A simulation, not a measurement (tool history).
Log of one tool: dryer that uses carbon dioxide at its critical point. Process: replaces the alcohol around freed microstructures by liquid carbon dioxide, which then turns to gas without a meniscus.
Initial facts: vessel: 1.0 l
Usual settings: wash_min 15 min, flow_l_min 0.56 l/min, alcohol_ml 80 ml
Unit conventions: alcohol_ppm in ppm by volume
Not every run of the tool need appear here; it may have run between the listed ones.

run    day  wash_min  flow_l_min  alcohol_ml  alcohol_ppm
  1      0        15        0.56          80          190
  2  0.538        15        0.56          80          191
     0.829  -- inlet filter changed
  3  1.167        15        0.56          80          107
  4  1.742        15       0.937          80           33
  5  2.158        15       0.937          80           27
  6  2.817        15       0.937          80           39
  7  3.417        13       0.842          80           39
  8  4.325        15        0.56          32           64
  9  5.021        17        0.56          30           37
 10  5.892        17        0.56          39           56
 11  6.562        10       0.523          80         1243

Forecast each of these 4 alternatives for the next run:
  A  7.312        14       0.601          80            ?
  B  7.312        10        0.49          80            ?
  C  7.312        14       0.523          44            ?
  D  7.312        23       0.345          24            ?

run  alcohol_ppm
  A          130
  B         1568
  C          161
  D           79
With no hidden state in the tool, these same runs would have given:
run  alcohol_ppm
  A           75
  B         1303
  C          101
  D           35

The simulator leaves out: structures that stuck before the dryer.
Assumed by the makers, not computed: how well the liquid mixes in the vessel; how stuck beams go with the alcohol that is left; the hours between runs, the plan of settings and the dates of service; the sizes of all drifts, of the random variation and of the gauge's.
